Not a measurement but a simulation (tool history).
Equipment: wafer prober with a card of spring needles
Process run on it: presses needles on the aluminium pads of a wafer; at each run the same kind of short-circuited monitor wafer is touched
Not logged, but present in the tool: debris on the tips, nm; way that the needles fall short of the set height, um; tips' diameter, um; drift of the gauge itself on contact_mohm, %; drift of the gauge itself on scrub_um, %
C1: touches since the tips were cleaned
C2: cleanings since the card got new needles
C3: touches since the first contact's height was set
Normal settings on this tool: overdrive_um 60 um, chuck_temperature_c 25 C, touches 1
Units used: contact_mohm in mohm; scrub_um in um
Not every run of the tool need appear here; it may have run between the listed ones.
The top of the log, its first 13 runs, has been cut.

{"hour": 121.2, "done": "tips cleaned on abrasive film"}
{"run": 14, "hour": 130.0, "overdrive_um": 60, "chuck_temperature_c": 111, "touches": 1, "C1": 4335, "C2": 33, "C3": 24563, "contact_mohm": 211, "scrub_um": 10.57}
{"hour": 133.2, "done": "tips cleaned on abrasive film"}
{"hour": 135.5, "done": "height of the first contact set anew, once more"}
{"run": 15, "hour": 140.2, "overdrive_um": 60, "chuck_temperature_c": 111, "touches": 1, "C1": 3289, "C2": 34, "C3": 2327, "contact_mohm": 200, "scrub_um": 10.92}
{"hour": 146.5, "done": "tips cleaned on abrasive film"}
{"run": 16, "hour": 151.3, "overdrive_um": 60, "chuck_temperature_c": 31, "touches": 1, "C1": 2374, "C2": 35, "C3": 7737, "contact_mohm": 179, "scrub_um": 10.91}
{"hour": 158.6, "done": "tips cleaned on abrasive film"}
{"run": 17, "hour": 160.9, "overdrive_um": 60, "chuck_temperature_c": 31, "touches": 1, "C1": 1108, "C2": 36, "C3": 12423, "contact_mohm": 162, "scrub_um": 10.91}
{"hour": 171.0, "done": "tips cleaned on abrasive film"}
{"run": 18, "hour": 173.5, "overdrive_um": 59, "chuck_temperature_c": 82, "touches": 2, "C1": 1203, "C2": 37, "C3": 18586, "contact_mohm": 165, "scrub_um": 10.65}
{"hour": 183.6, "done": "tips cleaned on abrasive film"}
{"run": 19, "hour": 186.1, "overdrive_um": 71, "chuck_temperature_c": 94, "touches": 2, "C1": 1234, "C2": 38, "C3": 24758, "contact_mohm": 162, "scrub_um": 12.77}
{"run": 20, "hour": 192.4, "overdrive_um": 58, "chuck_temperature_c": 94, "touches": 1, "C1": 4337, "C2": 38, "C3": 27861, "contact_mohm": 214, "scrub_um": 10.49}
{"hour": 196.0, "done": "tips cleaned on abrasive film"}
{"run": 21, "hour": 206.6, "overdrive_um": 60, "chuck_temperature_c": 101, "touches": 2, "C1": 5183, "C2": 39, "C3": 34789, "contact_mohm": 187, "scrub_um": 10.86}
{"hour": 208.7, "done": "tips cleaned on abrasive film"}
{"run": 22, "hour": 216.9, "overdrive_um": 63, "chuck_temperature_c": 43, "touches": 1, "C1": 4021, "C2": 40, "C3": 39816, "contact_mohm": 199, "scrub_um": 11.39}
{"hour": 221.9, "done": "tips cleaned on abrasive film"}
{"run": 23, "hour": 224.3, "overdrive_um": 45, "chuck_temperature_c": 75, "touches": 2, "C1": 1178, "C2": 41, "C3": 43410, "contact_mohm": 182, "scrub_um": 8.05}
{"run": 24, "hour": 230.7, "overdrive_um": 60, "chuck_temperature_c": 39, "touches": 1, "C1": 4374, "C2": 41, "C3": 46606, "contact_mohm": 206, "scrub_um": 10.82}
{"hour": 234.7, "done": "tips cleaned on abrasive film"}
{"run": 25, "hour": 242.8, "overdrive_um": 60, "chuck_temperature_c": 71, "touches": 2, "C1": 3983, "C2": 42, "C3": 52508, "contact_mohm": 184, "scrub_um": 10.77}
{"hour": 246.8, "done": "tips cleaned on abrasive film"}
{"run": 26, "hour": 249.1, "overdrive_um": 60, "chuck_temperature_c": 71, "touches": 2, "C1": 1153, "C2": 43, "C3": 55563, "contact_mohm": 165, "scrub_um": 10.83}
{"run": 27, "hour": 256.7, "overdrive_um": 60, "chuck_temperature_c": 71, "touches": 2, "C1": 4876, "C2": 43, "C3": 59286, "contact_mohm": 187, "scrub_um": 10.75}
{"hour": 259.5, "done": "tips cleaned on abrasive film"}
{"run": 28, "hour": 267.3, "overdrive_um": 60, "chuck_temperature_c": 71, "touches": 2, "C1": 3830, "C2": 44, "C3": 64470, "contact_mohm": 184, "scrub_um": 10.72}
{"hour": 272.7, "done": "tips cleaned on abrasive film"}
{"run": 29, "hour": 274.4, "overdrive_um": 60, "chuck_temperature_c": 57, "touches": 1, "C1": 871, "C2": 45, "C3": 67941, "contact_mohm": 169, "scrub_um": 10.69}
{"run": 30, "hour": 284.0, "overdrive_um": 41, "chuck_temperature_c": 85, "touches": 2, "C1": 5603, "C2": 45, "C3": 72673, "contact_mohm": 242, "scrub_um": 7.32}
{"hour": 285.0, "done": "tips cleaned on abrasive film"}
{"hour": 297.5, "done": "tips cleaned on abrasive film"}
{"run": 31, "hour": 298.2, "overdrive_um": 60, "chuck_temperature_c": 37, "touches": 1, "C1": 338, "C2": 47, "C3": 79547, "contact_mohm": 156, "scrub_um": 10.71}
{"run": 32, "hour": 306.4, "overdrive_um": 68, "chuck_temperature_c": 27, "touches": 3, "C1": 4377, "C2": 47, "C3": 83586, "contact_mohm": 159, "scrub_um": 12.13}
{"hour": 309.6, "done": "tips cleaned on abrasive film"}
{"run": 33, "hour": 319.1, "overdrive_um": 73, "chuck_temperature_c": 109, "touches": 2, "C1": 4678, "C2": 48, "C3": 89808, "contact_mohm": 176, "scrub_um": 12.99}
{"hour": 322.2, "done": "tips cleaned on abrasive film"}
{"run": 34, "hour": 325.8, "overdrive_um": 73, "chuck_temperature_c": 109, "touches": 1, "C1": 1775, "C2": 49, "C3": 93046, "contact_mohm": 176, "scrub_um": 13.06}

Each row is a separate what-if for the run after 34, all from the same tool condition, not one after another. Results?
{"hour": 334.4, "done": "tips cleaned on abrasive film"}
{"run": "A", "hour": 337.6, "overdrive_um": 50, "chuck_temperature_c": 34, "touches": 1, "C1": 1571, "C2": 50, "C3": 98823, "contact_mohm": "?", "scrub_um": "?"}
{"hour": 334.4, "done": "tips cleaned on abrasive film"}
{"run": "B", "hour": 337.6, "overdrive_um": 73, "chuck_temperature_c": 109, "touches": 2, "C1": 1571, "C2": 50, "C3": 98823, "contact_mohm": "?", "scrub_um": "?"}
{"hour": 334.4, "done": "tips cleaned on abrasive film"}
{"run": "C", "hour": 337.6, "overdrive_um": 60, "chuck_temperature_c": 77, "touches": 3, "C1": 1571, "C2": 50, "C3": 98823, "contact_mohm": "?", "scrub_um": "?"}

run=A contact_mohm=192 scrub_um=8.75
run=B contact_mohm=167 scrub_um=13
run=C contact_mohm=161 scrub_um=10.65
Had the tool no hidden state, the same runs would have come out as:
run=A contact_mohm=146 scrub_um=9.03
run=B contact_mohm=154 scrub_um=13.28
run=C contact_mohm=148 scrub_um=10.93
